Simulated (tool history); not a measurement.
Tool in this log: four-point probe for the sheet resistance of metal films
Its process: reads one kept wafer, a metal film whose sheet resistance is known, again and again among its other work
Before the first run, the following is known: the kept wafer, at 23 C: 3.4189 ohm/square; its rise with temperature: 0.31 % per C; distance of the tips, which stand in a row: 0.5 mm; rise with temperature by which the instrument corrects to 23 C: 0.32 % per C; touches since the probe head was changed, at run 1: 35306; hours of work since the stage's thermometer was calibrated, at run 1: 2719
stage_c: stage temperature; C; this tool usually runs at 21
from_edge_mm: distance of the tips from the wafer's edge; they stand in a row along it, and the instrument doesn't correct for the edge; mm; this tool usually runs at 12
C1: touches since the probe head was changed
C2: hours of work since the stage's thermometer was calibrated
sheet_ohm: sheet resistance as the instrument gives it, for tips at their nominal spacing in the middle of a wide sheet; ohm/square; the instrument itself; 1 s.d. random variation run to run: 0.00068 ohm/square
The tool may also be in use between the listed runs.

Run 1, hour 0.0: usual settings; C1 35306; C2 2719. Result: sheet_ohm 3.422490 ohm/square.
Run 2, hour 48.7: usual settings; C1 36276; C2 2742. Result: sheet_ohm 3.423187 ohm/square.
At hour 77.7: stage's thermometer calibrated.
Run 3, hour 107.6: usual settings; C1 37441; C2 14. Result: sheet_ohm 3.423583 ohm/square.
Run 4, hour 191.5: usual settings; C1 39113; C2 54. Result: sheet_ohm 3.422361 ohm/square.
Run 5, hour 285.5: usual settings; C1 40988; C2 99. Result: sheet_ohm 3.423073 ohm/square.
Run 6, hour 363.9: usual settings; C1 42550; C2 137. Result: sheet_ohm 3.423368 ohm/square.
Run 7, hour 420.0: usual settings; C1 43669; C2 163. Result: sheet_ohm 3.422292 ohm/square.
Run 8, hour 504.4: usual settings; C1 45351; C2 204. Result: sheet_ohm 3.423661 ohm/square.
Run 9, hour 571.6: usual settings; C1 46691; C2 236. Result: sheet_ohm 3.423541 ohm/square.
Run 10, hour 653.5: usual settings but stage_c 33 C; C1 48325; C2 275. Result: sheet_ohm 3.419846 ohm/square.
Run 11, hour 735.2: usual settings but stage_c 33 C; C1 49953; C2 314. Result: sheet_ohm 3.420173 ohm/square.
Run 12, hour 819.7: usual settings; C1 51638; C2 354. Result: sheet_ohm 3.423468 ohm/square.
Run 13, hour 919.2: usual settings; C1 53620; C2 402. Result: sheet_ohm 3.422759 ohm/square.
Run 14, hour 1021.3: usual settings but stage_c 32 C; C1 55657; C2 450. Result: sheet_ohm 3.420296 ohm/square.
Run 15, hour 1110.3: usual settings but from_edge_mm 18 mm; C1 57431; C2 493. Result: sheet_ohm 3.421779 ohm/square.
Run 16, hour 1160.9: usual settings but from_edge_mm 18 mm; C1 58439; C2 517. Result: sheet_ohm 3.422249 ohm/square.
Run 17, hour 1217.9: usual settings; C1 59576; C2 544. Result: sheet_ohm 3.423692 ohm/square.
Run 18, hour 1319.4: usual settings; C1 61599; C2 592. Result: sheet_ohm 3.423649 ohm/square.
Run 19, hour 1371.7: usual settings but from_edge_mm 6 mm; C1 62642; C2 617. Result: sheet_ohm 3.432484 ohm/square.
Run 20, hour 1460.5: usual settings but from_edge_mm 6 mm; C1 64413; C2 660. Result: sheet_ohm 3.432777 ohm/square.
Run 21, hour 1558.7: usual settings; C1 66370; C2 707. Result: sheet_ohm 3.422782 ohm/square.
Run 22, hour 1604.6: usual settings but stage_c 33 C; C1 67285; C2 729. Result: sheet_ohm 3.419607 ohm/square.
Run 23, hour 1701.9: usual settings but stage_c 33 C; C1 69224; C2 775. Result: sheet_ohm 3.419370 ohm/square.
Run 24, hour 1781.1: usual settings but stage_c 33 C; C1 70803; C2 813. Result: sheet_ohm 3.419203 ohm/square.
Run 25, hour 1831.8: usual settings but stage_c 31 C, from_edge_mm 70 mm; C1 71814; C2 837. Result: sheet_ohm 3.416433 ohm/square.
Run 26, hour 1922.5: usual settings but stage_c 31 C, from_edge_mm 70 mm; C1 73622; C2 880. Result: sheet_ohm 3.417762 ohm/square.
Run 27, hour 1966.1: usual settings but stage_c 31 C, from_edge_mm 70 mm; C1 74491; C2 901. Result: sheet_ohm 3.418463 ohm/square.
Run 28, hour 2016.7: usual settings but stage_c 31 C, from_edge_mm 70 mm; C1 75500; C2 925. Result: sheet_ohm 3.416894 ohm/square.
Run 29, hour 2101.0: usual settings but stage_c 25 C, from_edge_mm 42 mm; C1 77182; C2 965. Result: sheet_ohm 3.418207 ohm/square.
Run 30, hour 2147.9: usual settings but stage_c 24 C, from_edge_mm 67 mm; C1 78115; C2 988. Result: sheet_ohm 3.420442 ohm/square.
Run 31, hour 2230.8: usual settings but stage_c 18 C, from_edge_mm 67 mm; C1 79768; C2 1027. Result: sheet_ohm 3.421051 ohm/square.
Run 32, hour 2295.3: usual settings but stage_c 18 C, from_edge_mm 67 mm; C1 81054; C2 1058. Result: sheet_ohm 3.421259 ohm/square.
Run 33, hour 2364.2: usual settings but stage_c 19 C, from_edge_mm 6 mm; C1 82429; C2 1091. Result: sheet_ohm 3.434315 ohm/square.
Run 34, hour 2459.4: usual settings but stage_c 20 C, from_edge_mm 56 mm; C1 84326; C2 1136. Result: sheet_ohm 3.420110 ohm/square.
Run 35, hour 2510.8: usual settings but stage_c 34 C, from_edge_mm 3 mm; C1 85351; C2 1161. Result: sheet_ohm 3.467822 ohm/square.
Run 36, hour 2610.1: usual settings but stage_c 34 C, from_edge_mm 3 mm; C1 87329; C2 1208. Result: sheet_ohm 3.466387 ohm/square.
Run 37, hour 2674.5: usual settings but stage_c 34 C, from_edge_mm 3 mm; C1 88614; C2 1239. Result: sheet_ohm 3.466418 ohm/square.
Run 38, hour 2719.2: usual settings but stage_c 34 C; C1 89504; C2 1260. Result: sheet_ohm 3.419826 ohm/square.
Run 39, hour 2790.0: usual settings but stage_c 34 C; C1 90916; C2 1294. Result: sheet_ohm 3.419826 ohm/square.
Run 40, hour 2866.2: usual settings but from_edge_mm 6 mm; C1 92436; C2 1331. Result: sheet_ohm 3.433180 ohm/square.
Run 41, hour 2930.6: usual settings but stage_c 29 C, from_edge_mm 3 mm; C1 93719; C2 1361. Result: sheet_ohm 3.468014 ohm/square.
Run 42, hour 2995.3: usual settings but stage_c 28 C; C1 95010; C2 1392. Result: sheet_ohm 3.421466 ohm/square.
Run 43, hour 3051.2: usual settings but from_edge_mm 60 mm; C1 96124; C2 1419. Result: sheet_ohm 3.420861 ohm/square.

Entry by entry between the runs, the difference in hidden state between the last listed run before and the first listed run after:
Run 2 -> run 3: stage's thermometer calibrated (hour 77.7)
  wafer's true temperature over the reading, C: -0.02 -> 0

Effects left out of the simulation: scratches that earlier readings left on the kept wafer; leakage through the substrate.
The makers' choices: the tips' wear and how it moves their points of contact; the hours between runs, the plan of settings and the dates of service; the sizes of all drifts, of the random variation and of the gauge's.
